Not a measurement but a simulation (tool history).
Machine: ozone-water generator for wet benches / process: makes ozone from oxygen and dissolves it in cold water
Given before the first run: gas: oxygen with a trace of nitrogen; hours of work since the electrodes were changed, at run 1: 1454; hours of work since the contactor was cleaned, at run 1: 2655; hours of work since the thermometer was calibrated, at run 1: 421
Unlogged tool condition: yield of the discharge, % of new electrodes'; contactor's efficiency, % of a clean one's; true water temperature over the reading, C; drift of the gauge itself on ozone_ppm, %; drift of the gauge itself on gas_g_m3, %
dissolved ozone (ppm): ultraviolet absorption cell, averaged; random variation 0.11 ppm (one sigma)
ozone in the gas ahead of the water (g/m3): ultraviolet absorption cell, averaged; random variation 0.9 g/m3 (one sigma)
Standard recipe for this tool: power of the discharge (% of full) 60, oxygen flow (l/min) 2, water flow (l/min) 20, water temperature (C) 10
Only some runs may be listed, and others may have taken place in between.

run    hour  power of the discharge (% of full)  oxygen flow (l/min)  water flow (l/min)  water temperature (C)  hours of work since the electrodes were changed  hours of work since the contactor was cleaned  hours of work since the thermometer was calibrated  dissolved ozone (ppm)  ozone in the gas ahead of the water (g/m3)
  1       0                                  60                    2                  20                     10                                             1454                                           2655                                                 421                      7                                       142.8
  2    34.3                                  46                    2                  20                     10                                             1480                                           2680                                                 447                    5.8                                         119
  3    64.2                                  46                    2                  20                     10                                             1502                                           2703                                                 469                    5.8                                       119.7
  4   100.1                                  46                    2                  20                     10                                             1529                                           2730                                                 496                    5.8                                       119.7
  5   146.5                                  46                    2                  20                     10                                             1564                                           2764                                                 531                    5.8                                       119.6
  6   185.9                                  46                    2                  20                     10                                             1593                                           2794                                                 560                    6.1                                       119.9
  7   237.9                                  46                    2                  20                     10                                             1632                                           2833                                                 599                    5.8                                       119.9
  8   271.2                                  60                 2.78                  20                     10                                             1657                                           2858                                                 624                    7.9                                       125.9
  9   319.6                                  60                 2.78                  20                     10                                             1693                                           2894                                                 660                    7.8                                       125.6
 10   347.5                                  60                    2                  20                      9                                             1714                                           2915                                                 681                      7                                       142.2
 11   399.9                                  60                    2                  20                      9                                             1753                                           2954                                                 721                      7                                       141.8
 12   443.9                                  60                    2                  20                      9                                             1786                                           2987                                                 753                    6.9                                       141.9
 13   484.3                                  60                    2                  20                     10                                             1816                                           3017                                                 784                    6.8                                         142
 14   521.9                                  60                    2                  20                     15                                             1844                                           3045                                                 812                    6.7                                         143
 15     569                                  60                    2                  20                     15                                             1880                                           3080                                                 847                    6.5                                       141.6
 16   595.4                                  60                    2                  20                     10                                             1899                                           3100                                                 867                    7.1                                       141.7
 17   621.3                                  60                    2                  20                     10                                             1919                                           3120                                                 886                    6.6                                       141.4
 18   654.2                                  60                    2                  20                     10                                             1943                                           3144                                                 911                    6.7                                         141
 19     693                                  47                 3.14                  30                     10                                             1973                                           3173                                                 940                    4.5                                       100.1
 20     742                                  47                 3.14                  30                     10                                             2009                                           3210                                                 976                    4.4                                         100
 21   778.8                                  47                 3.14                  30                     10                                             2037                                           3237                                                1004                    4.5                                       100.7
 22     815                                  91                 2.49                  13                     12                                             2064                                           3265                                                1031                   14.9                                       169.5
 23   866.7                                  91                 2.49                  13                     12                                             2102                                           3303                                                1070                     15                                       170.2
 24   909.3                                  86                  3.6                  26                      8                                             2134                                           3335                                                1102                    8.4                                       141.6
 25   960.5                                 100                    2                  20                     10                                             2173                                           3373                                                1140                    9.5                                       195.7
 26  1012.2                                 100                    2                  20                     10                                             2211                                           3412                                                1179                    9.7                                       194.6
 27  1038.1                                 100                    2                  20                     10                                             2231                                           3431                                                1198                    9.6                                       193.2
 28  1076.5                                 100                    2                  20                     10                                             2259                                           3460                                                1227                    9.4                                       196.3
 29  1114.7                                  56                    2                  20                     10                                             2288                                           3489                                                1255                    6.6                                       133.6
 30  1161.8                                  60                    2                  28                      7                                             2323                                           3524                                                1291                    4.6                                       140.4
 31  1201.6                                  60                    2                  28                      7                                             2353                                           3554                                                1320                    4.7                                       140.1
 32  1232.3                                  60                    2                  28                      7                                             2376                                           3577                                                1343                    4.6                                       141.4

Here are 4 independent what-if runs from the current tool condition. What would each one return?
     1259.3  -- contactor cleaned
  A  1266.8                                  49                 1.98                  28                     10                                             2399                                              6                                                1366                      ?                                           ?
     1259.3  -- contactor cleaned
  B  1266.8                                  60                    2                  19                     12                                             2399                                              6                                                1366                      ?                                           ?
     1259.3  -- contactor cleaned
  C  1266.8                                  60                    2                  13                      7                                             2399                                              6                                                1366                      ?                                           ?
     1259.3  -- contactor cleaned
  D  1266.8                                  89                 1.38                  21                      7                                             2399                                              6                                                1366                      ?                                           ?

run  dissolved ozone (ppm)  ozone in the gas ahead of the water (g/m3)
  A                      4                                       123.5
  B                    7.3                                       140.1
  C                   11.4                                       140.2
  D                    7.2                                       210.5
Without the tool's unlogged condition, the same runs would have read:
run  dissolved ozone (ppm)  ozone in the gas ahead of the water (g/m3)
  A                    4.2                                       131.3
  B                    7.8                                       150.7
  C                   12.2                                       150.8
  D                      8                                       231.5
